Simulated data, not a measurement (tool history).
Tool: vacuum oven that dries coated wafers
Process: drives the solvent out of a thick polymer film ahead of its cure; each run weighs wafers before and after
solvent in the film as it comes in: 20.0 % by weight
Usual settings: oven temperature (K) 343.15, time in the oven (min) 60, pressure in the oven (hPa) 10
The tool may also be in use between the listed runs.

run,hour,oven temperature (K),time in the oven (min),pressure in the oven (hPa),solvent left in the film (%)
1,0,343.15,60,10,3.97
2,5.6,343.15,60,10,3.96
3,14.4,343.15,60,10,3.82
4,26.1,343.15,60,16,4.24
5,37.5,343.15,60,16,4.18
# hour 47: oven's thermocouples calibrated
6,48.3,343.15,60,7,4.14
7,56.5,343.15,60,7,4.14
8,66.5,343.15,60,7,4.22
9,79.1,343.15,60,7,4.19
10,88.5,343.15,60,7,4.23
11,95.5,343.15,60,10,4.35
12,102.7,343.15,60,10,4.31
13,111.7,343.15,60,10,4.36
14,123.2,343.15,60,10,4.37
15,128.9,343.15,60,10,4.37
16,135.4,343.15,60,10,4.36
17,141.5,343.15,60,10,4.37
18,152.6,352.15,60,10,1.56
19,163.4,352.15,60,10,1.4
20,171.2,334.15,60,10,8.37
21,184.2,334.15,60,10,8.37
22,189.8,343.15,78,10,3.12
23,203.2,343.15,78,10,3.13
24,212.7,343.15,78,10,3.11
25,219,349.15,59,10,2.29
26,228.7,349.15,31,11.4,5.56
27,241.6,349.15,31,11.4,5.55
28,248,350.15,53,34,3.77
29,258.7,355.15,60,16.8,1.32
30,267.3,353.15,42,10,2.45
31,272.7,357.15,42,10,1.49
32,284.5,357.15,42,10,1.38
# hour 286.6: vacuum gauge cleaned of residue and calibrated
33,294.4,357.15,42,10,1.51
34,304.2,357.15,31,32,3.43
35,312.9,357.15,31,32,3.41
36,321.2,357.15,31,32,3.38
37,331,356.15,60,10,0.91
38,343.3,356.15,60,10,0.95
# hour 348.2: vacuum gauge cleaned of residue and calibrated, once more
39,350.3,352.15,60,15.6,1.75
40,357.6,331.15,66,11.9,9.17
41,368.9,332.15,60,11.9,9.28

The next listed run, before its measurement:
42,381.9,339.15,60,11.9,?

solvent left in the film (%): 6.08
Without the tool's hidden state the same run would have given solvent left in the film (%) 6.17.

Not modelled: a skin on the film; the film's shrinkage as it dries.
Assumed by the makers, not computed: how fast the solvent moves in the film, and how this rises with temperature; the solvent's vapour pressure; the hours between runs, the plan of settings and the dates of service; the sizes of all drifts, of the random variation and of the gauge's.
